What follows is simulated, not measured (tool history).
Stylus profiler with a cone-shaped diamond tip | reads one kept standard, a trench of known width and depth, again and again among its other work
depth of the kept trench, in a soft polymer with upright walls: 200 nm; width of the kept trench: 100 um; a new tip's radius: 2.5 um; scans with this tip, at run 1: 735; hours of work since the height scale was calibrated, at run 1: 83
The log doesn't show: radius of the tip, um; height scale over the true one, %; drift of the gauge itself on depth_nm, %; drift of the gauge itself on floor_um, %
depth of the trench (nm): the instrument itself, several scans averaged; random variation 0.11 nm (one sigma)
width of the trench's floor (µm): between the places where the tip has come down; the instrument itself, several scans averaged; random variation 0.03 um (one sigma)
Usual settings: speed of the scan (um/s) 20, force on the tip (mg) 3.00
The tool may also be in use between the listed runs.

run	day	speed of the scan (um/s)	force on the tip (mg)	scans with this tip	hours of work since the height scale was calibrated	depth of the trench (nm)	width of the trench's floor (µm)
1	0.000	20	3.00	735	83	203.27	97.86
2	1.088	20	3.00	849	96	203.16	97.90
3	2.154	20	3.00	961	109	203.19	97.93
4	3.121	20	3.00	1063	121	203.19	97.87
5	4.125	20	3.00	1168	133	203.27	97.90
6	4.804	20	2.70	1240	141	202.88	97.81
7	5.658	20	2.70	1330	151	202.88	97.84
8	6.771	20	2.70	1447	164	202.82	97.84
9	7.888	20	2.70	1564	177	202.73	97.83
10	8.625	20	2.03	1641	186	202.27	97.88
11	10.025	20	1.77	1788	203	201.95	97.82
12	10.642	20	3.00	1853	210	202.97	97.80
13	12.029	20	2.06	1999	227	202.27	97.83
14	13.212	20	2.06	2123	241	202.25	97.74
15	14.262	8	2.06	2234	253	202.14	97.87
16	15.638	20	3.00	2378	270	202.99	97.87
17	16.521	20	3.00	2471	280	203.12	97.87
18	17.829	20	3.00	2608	296	202.87	97.82
19	18.725	20	3.00	2703	307	202.90	97.79
20	19.404	20	3.00	2774	315	202.98	97.82
21	20.538	20	3.00	2893	328	203.04	97.86
22	21.212	20	3.00	2964	336	202.90	97.86
23	22.421	20	3.00	3091	351	202.93	97.77
24	23.667	10	1.60	3222	365	201.76	97.80
25	24.571	20	2.54	3316	376	202.68	97.78
26	25.438	50	1.41	3408	387	201.44	97.49
27	26.221	17	6.79	3490	396	205.05	97.85
28	26.954	20	1.78	3567	405	201.88	97.77
29	27.604	20	1.78	3635	412	201.92	97.70
30	28.258	41	1.91	3704	420	201.74	97.60
31	28.850	41	1.91	3766	427	202.05	97.54
32	30.175	11	4.26	3906	443	203.61	97.81
33	30.958	67	1.82	3988	452	202.01	97.37
34	31.958	8	1.55	4093	464	201.67	97.83
35	32.758	20	1.22	4177	474	201.35	97.69
36	33.846	8	5.33	4291	487	204.20	97.81
37	34.508	71	5.22	4361	495	204.07	97.54
38	35.504	9	3.00	4465	506	203.06	97.80
39	36.558	9	3.00	4576	519	202.89	97.81
40	37.767	11	1.72	4703	533	201.69	97.85
41	39.158	11	1.72	4849	550	201.70	97.83
42	40.229	7	3.51	4962	563	203.21	97.76
43	40.917	7	3.51	5034	571	203.01	97.79
44	41.762	34	3.00	5123	581	202.61	97.70

Forecast each of these 3 alternatives for the next run:
A	43.158	67	1.27	5270	598	?	?
B	43.158	60	7.46	5270	598	?	?
C	43.158	34	1.23	5270	598	?	?

run	depth of the trench (nm)	width of the trench's floor (µm)
A	201.38	97.25
B	205.36	97.60
C	201.37	97.55
Without the tool's hidden state the same runs would have given:
run	depth of the trench (nm)	width of the trench's floor (µm)
A	201.96	97.46
B	205.94	97.80
C	201.95	97.76
